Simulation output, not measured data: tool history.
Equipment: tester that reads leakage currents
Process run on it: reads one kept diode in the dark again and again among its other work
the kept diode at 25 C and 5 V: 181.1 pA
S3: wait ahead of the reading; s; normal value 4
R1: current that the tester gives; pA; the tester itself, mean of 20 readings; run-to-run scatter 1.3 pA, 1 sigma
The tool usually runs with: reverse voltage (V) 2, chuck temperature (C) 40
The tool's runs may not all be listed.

{"run": 1, "hour": 0.0, "reverse voltage (V)": 2, "chuck temperature (C)": 40, "S3": 4, "R1": 436.79}
{"run": 2, "hour": 89.0, "reverse voltage (V)": 2, "chuck temperature (C)": 40, "S3": 4, "R1": 440.66}
{"run": 3, "hour": 203.4, "reverse voltage (V)": 2, "chuck temperature (C)": 40, "S3": 4, "R1": 435.94}
{"run": 4, "hour": 316.0, "reverse voltage (V)": 2, "chuck temperature (C)": 40, "S3": 4, "R1": 439.83}
{"run": 5, "hour": 387.9, "reverse voltage (V)": 2, "chuck temperature (C)": 40, "S3": 4, "R1": 437.51}
{"run": 6, "hour": 473.4, "reverse voltage (V)": 2, "chuck temperature (C)": 40, "S3": 0.34, "R1": 439.26}
{"run": 7, "hour": 536.7, "reverse voltage (V)": 2, "chuck temperature (C)": 40, "S3": 0.34, "R1": 441.68}
{"run": 8, "hour": 657.2, "reverse voltage (V)": 2, "chuck temperature (C)": 40, "S3": 0.34, "R1": 439.44}
{"run": 9, "hour": 770.4, "reverse voltage (V)": 2, "chuck temperature (C)": 40, "S3": 4, "R1": 436.73}
{"hour": 847.9, "done": "chuck's temperature calibrated"}
{"run": 10, "hour": 849.6, "reverse voltage (V)": 2, "chuck temperature (C)": 40, "S3": 4, "R1": 439.82}
{"run": 11, "hour": 969.1, "reverse voltage (V)": 2, "chuck temperature (C)": 40, "S3": 4, "R1": 437.66}
{"run": 12, "hour": 1023.2, "reverse voltage (V)": 2, "chuck temperature (C)": 41, "S3": 4, "R1": 478.12}
{"run": 13, "hour": 1131.7, "reverse voltage (V)": 2, "chuck temperature (C)": 41, "S3": 4, "R1": 479.88}
{"run": 14, "hour": 1229.5, "reverse voltage (V)": 15.88, "chuck temperature (C)": 40, "S3": 4, "R1": 1398.44}
{"run": 15, "hour": 1350.1, "reverse voltage (V)": 15.88, "chuck temperature (C)": 42, "S3": 4, "R1": 1671.28}
{"run": 16, "hour": 1413.8, "reverse voltage (V)": 3.71, "chuck temperature (C)": 40, "S3": 4, "R1": 618.51}
{"run": 17, "hour": 1477.5, "reverse voltage (V)": 3.71, "chuck temperature (C)": 40, "S3": 4, "R1": 620.44}
{"run": 18, "hour": 1570.2, "reverse voltage (V)": 3.71, "chuck temperature (C)": 40, "S3": 4, "R1": 619.94}
{"run": 19, "hour": 1684.0, "reverse voltage (V)": 3.71, "chuck temperature (C)": 40, "S3": 4, "R1": 620.83}
{"run": 20, "hour": 1783.8, "reverse voltage (V)": 2, "chuck temperature (C)": 40, "S3": 4, "R1": 438.42}
{"run": 21, "hour": 1868.4, "reverse voltage (V)": 18.81, "chuck temperature (C)": 25, "S3": 3.69, "R1": 382.71}
{"run": 22, "hour": 1928.6, "reverse voltage (V)": 18.81, "chuck temperature (C)": 25, "S3": 3.69, "R1": 381.88}
{"run": 23, "hour": 2017.9, "reverse voltage (V)": 18.81, "chuck temperature (C)": 25, "S3": 3.69, "R1": 383.36}
{"run": 24, "hour": 2111.8, "reverse voltage (V)": 18.81, "chuck temperature (C)": 25, "S3": 3.69, "R1": 381.23}
{"run": 25, "hour": 2230.0, "reverse voltage (V)": 18.81, "chuck temperature (C)": 26, "S3": 3.69, "R1": 422.99}
{"run": 26, "hour": 2332.4, "reverse voltage (V)": 3.57, "chuck temperature (C)": 21, "S3": 2.33, "R1": 100.51}
{"run": 27, "hour": 2386.4, "reverse voltage (V)": 4.89, "chuck temperature (C)": 21, "S3": 0.34, "R1": 122.07}
{"run": 28, "hour": 2495.3, "reverse voltage (V)": 1.55, "chuck temperature (C)": 51, "S3": 0.61, "R1": 974.32}
{"run": 29, "hour": 2550.8, "reverse voltage (V)": 1.46, "chuck temperature (C)": 53, "S3": 1.9, "R1": 1112.59}
{"run": 30, "hour": 2664.8, "reverse voltage (V)": 2.49, "chuck temperature (C)": 58, "S3": 0.48, "R1": 2233.49}
{"run": 31, "hour": 2766.9, "reverse voltage (V)": 4.35, "chuck temperature (C)": 58, "S3": 8.81, "R1": 3063.6}
{"run": 32, "hour": 2862.7, "reverse voltage (V)": 1.1, "chuck temperature (C)": 54, "S3": 0.75, "R1": 1028.89}
{"run": 33, "hour": 2984.5, "reverse voltage (V)": 15.23, "chuck temperature (C)": 39, "S3": 2.12, "R1": 1246.87}
{"run": 34, "hour": 3103.2, "reverse voltage (V)": 15.23, "chuck temperature (C)": 41, "S3": 2.12, "R1": 1493.58}
{"hour": 3179.1, "done": "probe card cleaned and baked"}
{"run": 35, "hour": 3220.4, "reverse voltage (V)": 1.09, "chuck temperature (C)": 41, "S3": 0.87, "R1": 338.71}
{"run": 36, "hour": 3287.7, "reverse voltage (V)": 1.46, "chuck temperature (C)": 21, "S3": 1.73, "R1": 61.47}
{"run": 37, "hour": 3407.7, "reverse voltage (V)": 3.06, "chuck temperature (C)": 21, "S3": 4.73, "R1": 92.61}
{"run": 38, "hour": 3491.1, "reverse voltage (V)": 3.06, "chuck temperature (C)": 21, "S3": 4.73, "R1": 92.86}
{"run": 39, "hour": 3553.0, "reverse voltage (V)": 3.06, "chuck temperature (C)": 59, "S3": 4.73, "R1": 2738.45}
{"run": 40, "hour": 3638.1, "reverse voltage (V)": 14.95, "chuck temperature (C)": 39, "S3": 0.63, "R1": 1242.6}

Pick out some run-to-run changes in R1. Of each, how much would a tool without hidden state show as well, from the settings, what came in and chance, and how much is left for the hidden state and any gauge scatter not in both results compared?
The hidden state here: stray current of the dirty probe card, pA a volt; current scale over the true one, %; true chuck temperature over the reading, C; drift of the gauge itself on leakage_pa, %.
Run 31 -> 32: reverse voltage (V) 4.35 -> 1.1, chuck temperature (C) 58 -> 54, S3 8.81 -> 0.75. R1 -2034.71 pA: hidden state -1.76, all else -2032.95.
Run 38 -> 39: chuck temperature (C) 21 -> 59. R1 +2645.59 pA: hidden state +3.3, all else +2642.29.
Run 39 -> 40: reverse voltage (V) 3.06 -> 14.95, chuck temperature (C) 59 -> 39, S3 4.73 -> 0.63. R1 -1495.85 pA: hidden state -1.6, all else -1494.25.
